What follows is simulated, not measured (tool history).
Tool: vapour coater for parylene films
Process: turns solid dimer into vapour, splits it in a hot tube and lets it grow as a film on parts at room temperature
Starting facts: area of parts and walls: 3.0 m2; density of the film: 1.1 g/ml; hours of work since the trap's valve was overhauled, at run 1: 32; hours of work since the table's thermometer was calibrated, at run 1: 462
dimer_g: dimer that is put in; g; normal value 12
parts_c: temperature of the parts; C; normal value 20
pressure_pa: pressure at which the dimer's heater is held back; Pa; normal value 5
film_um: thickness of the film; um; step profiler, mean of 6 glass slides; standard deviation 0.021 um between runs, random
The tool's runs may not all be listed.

run,hour,dimer_g,parts_c,pressure_pa,hours of work since the trap's valve was overhauled,hours of work since the table's thermometer was calibrated,film_um
1,0,12,20,5,32,462,1.62
2,13.9,12,20,5,44,474,1.61
3,22.3,12,20,5,51,481,1.63
4,30,12,20,5,57,488,1.6
5,39.9,12,20,5,66,496,1.59
6,54.1,12,20,5,78,509,1.59
7,63.4,12,20,5,86,517,1.62
8,82.2,12,20,5,102,533,1.56
9,96.1,12,20,5,114,545,1.54
10,107.3,8,27,5.03,124,554,0.92
11,121.6,9,22,7.34,136,567,1.08
12,136,12,21,5,149,579,1.57
13,150.3,16,20,3.96,161,592,2.15
14,163,20,15,2.33,172,602,3.46
15,177.9,7,20,2.53,185,615,1.06
16,192.5,12,16,9.16,197,628,1.54
17,204.8,12,12,5,208,638,1.92

Below are 5 alternative next runs, each starting from the tool's condition after run 17. Predict each:
A,218.4,12,14,3.25,220,650,?
B,218.4,9,15,5,220,650,?
C,218.4,10,13,3.01,220,650,?
D,218.4,9,31,2.17,220,650,?
E,218.4,8,14,5.1,220,650,?

run,film_um
A,1.93
B,1.31
C,1.69
D,1.03
E,1.19
Stripped of hidden state, with their random variation kept, the same runs would have yielded:
run,film_um
A,2.03
B,1.38
C,1.77
D,1.08
E,1.25

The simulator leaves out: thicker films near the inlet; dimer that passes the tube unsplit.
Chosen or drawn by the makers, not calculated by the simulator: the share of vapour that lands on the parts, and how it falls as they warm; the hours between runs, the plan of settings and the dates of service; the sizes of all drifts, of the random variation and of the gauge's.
